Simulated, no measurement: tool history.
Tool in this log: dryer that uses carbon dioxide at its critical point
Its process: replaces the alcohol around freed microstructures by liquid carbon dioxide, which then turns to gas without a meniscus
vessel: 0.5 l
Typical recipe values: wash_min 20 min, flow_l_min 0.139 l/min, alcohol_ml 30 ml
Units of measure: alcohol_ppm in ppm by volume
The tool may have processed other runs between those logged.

run	hour	wash_min	flow_l_min	alcohol_ml	alcohol_ppm
1	0	20	0.139	30	513
2	25.4	20	0.139	85	1186
3	39.6	20	0.184	30	258
4	63	20	0.184	30	272
5	88.6	20	0.184	30	280
6	114.8	20	0.184	30	291
7	140.5	20	0.184	30	311
8	153.7	20	0.139	60	1088
# hour 161.4: purifier's bed changed
9	168.3	20	0.233	30	25
10	184.2	13	0.233	30	357
11	200.5	13	0.233	30	376
12	216.4	22	0.139	30	321
13	227	22	0.139	107	1137
14	253.2	20	0.139	30	540
# hour 275.4: inlet filter changed
15	280.6	20	0.139	23	238
16	295.5	20	0.139	23	247
17	314.5	20	0.139	23	263
18	330.9	20	0.139	23	260
19	343.5	17	0.139	30	695
20	354.9	17	0.139	30	716
21	367.2	20	0.139	21	272
22	381.3	20	0.139	21	284
23	394.7	20	0.139	21	282
24	413.5	20	0.168	21	147
25	425.5	29	0.175	82	74
26	444.6	29	0.175	82	77
27	465.5	13	0.234	119	1103
28	488.1	13	0.234	119	1178
29	504.6	20	0.139	33	520
30	527.9	20	0.165	71	501
31	550.2	20	0.165	71	522
32	567.9	20	0.139	24	447
33	592.7	20	0.139	24	456
34	613.2	12	0.117	30	5232
35	639.2	19	0.089	102	10898
36	652.9	19	0.089	102	10986
37	665.5	20	0.125	26	854
38	677	18	0.087	30	4111
# hour 682.5: inlet filter changed
39	696.7	19	0.139	30	468
40	713.1	22	0.087	50	2391
41	737	19	0.096	35	2080
42	761.3	20	0.139	23	355

Estimate the outcome of run 43 from the log above:
43	774.5	20	0.139	23	?

{"run 43": {"alcohol_ppm": 373}}
If the tool had no hidden condition, the same run with the same run-to-run variation would have returned alcohol_ppm 199 ppm by volume.
